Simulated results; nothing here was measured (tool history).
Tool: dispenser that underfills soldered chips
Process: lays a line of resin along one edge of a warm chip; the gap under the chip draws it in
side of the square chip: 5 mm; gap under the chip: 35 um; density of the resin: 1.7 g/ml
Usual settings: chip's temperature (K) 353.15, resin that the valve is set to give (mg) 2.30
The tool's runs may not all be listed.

| run | hour | chip's temperature (K) | resin that the valve is set to give (mg) | time until the resin shows at the far edge (s) | resin that the valve gave (mg) |
|---|---|---|---|---|---|
| 1 | 0.0 | 353.15 | 2.30 | 36.7 | 2.28 |
| 2 | 3.2 | 353.15 | 2.30 | 44.8 | 2.27 |
|  | 4.6 | new syringe of resin |
| 3 | 8.6 | 360.15 | 2.30 | 28.9 | 2.27 |
| 4 | 12.0 | 353.15 | 2.95 | 42.3 | 2.88 |
|  | 13.9 | new syringe of resin |
| 5 | 15.8 | 353.15 | 2.95 | 30.9 | 2.89 |
| 6 | 20.1 | 348.15 | 2.30 | 47.1 | 2.22 |
|  | 22.8 | new syringe of resin |
| 7 | 23.9 | 348.15 | 2.30 | 32.8 | 2.27 |
| 8 | 26.6 | 348.15 | 2.30 | 39.6 | 2.23 |
|  | 31.9 | new syringe of resin |
| 9 | 33.1 | 348.15 | 2.76 | 33.0 | 2.66 |
| 10 | 38.2 | 348.15 | 2.76 | 45.6 | 2.67 |
|  | 40.9 | new syringe of resin |
| 11 | 42.9 | 348.15 | 2.76 | 35.4 | 2.65 |
| 12 | 45.8 | 348.15 | 2.76 | 42.1 | 2.64 |
|  | 50.1 | dispensing valve cleaned and set on the balance |
|  | 50.7 | new syringe of resin |
| 13 | 53.2 | 348.15 | 2.76 | 36.1 | 2.75 |
| 14 | 57.3 | 348.15 | 2.76 | 45.0 | 2.75 |
|  | 59.6 | new syringe of resin |
| 15 | 63.6 | 353.15 | 2.61 | 34.4 | 2.57 |
|  | 68.5 | new syringe of resin |
| 16 | 69.4 | 353.15 | 2.61 | 28.1 | 2.57 |
| 17 | 72.0 | 353.15 | 2.61 | 32.6 | 2.58 |
| 18 | 76.9 | 353.15 | 2.61 | 45.0 | 2.55 |
|  | 77.6 | new syringe of resin |
| 19 | 79.8 | 353.15 | 2.61 | 32.1 | 2.53 |
| 20 | 85.0 | 353.15 | 2.61 | 43.2 | 2.53 |
|  | 86.6 | new syringe of resin |
| 21 | 90.3 | 342.15 | 2.79 | 46.3 | 2.68 |
| 22 | 95.0 | 361.15 | 2.69 | 35.8 | 2.61 |
|  | 95.7 | new syringe of resin |
| 23 | 99.3 | 344.15 | 2.12 | 44.0 | 2.05 |
| 24 | 103.3 | 342.15 | 2.76 | 58.4 | 2.65 |
|  | 104.6 | new syringe of resin |
| 25 | 107.6 | 342.15 | 2.76 | 43.7 | 2.65 |
| 26 | 112.4 | 352.15 | 2.33 | 46.0 | 2.24 |
|  | 113.9 | dispensing valve cleaned and set on the balance |
|  | 114.5 | new syringe of resin |
| 27 | 116.4 | 347.15 | 2.22 | 37.3 | 2.20 |
| 28 | 122.1 | 347.15 | 2.22 | 52.1 | 2.21 |
|  | 123.6 | new syringe of resin |
| 29 | 127.3 | 347.15 | 2.22 | 40.7 | 2.20 |
| 30 | 131.3 | 356.15 | 2.04 | 41.3 | 2.03 |
|  | 132.8 | new syringe of resin |
| 31 | 137.7 | 356.15 | 2.04 | 33.9 | 1.99 |
|  | 141.9 | new syringe of resin |
| 32 | 142.3 | 356.15 | 2.04 | 26.1 | 2.00 |

Hidden state or all else? Some run-to-run changes of time until the resin shows at the far edge (s), split into what the settings, what came in and random variation would give without the hidden state, and what is left for the hidden state (with any gauge scatter that isn't in both results):
The hidden state here: resin's viscosity, % of fresh resin's; dose that the valve gives, % of what is set; true chip temperature over the reading, C; drift of the gauge itself on fill_s, %; drift of the gauge itself on given_mg, %.
Run 2 -> 3: chip's temperature (K) 353.15 -> 360.15, new syringe of resin. time until the resin shows at the far edge (s) -15.9: hidden state -10.3, all else -5.6.
Run 5 -> 6: chip's temperature (K) 353.15 -> 348.15, resin that the valve is set to give (mg) 2.95 -> 2.30. time until the resin shows at the far edge (s) +16.2: hidden state +11.3, all else +4.9.
Run 6 -> 7: new syringe of resin. time until the resin shows at the far edge (s) -14.3: hidden state -13.3, all else -1.0.
Run 24 -> 25: new syringe of resin. time until the resin shows at the far edge (s) -14.7: hidden state -14.3, all else -0.4.
Run 27 -> 28: no setting changed, nothing entered. time until the resin shows at the far edge (s) +14.8: hidden state +15.1, all else -0.3.
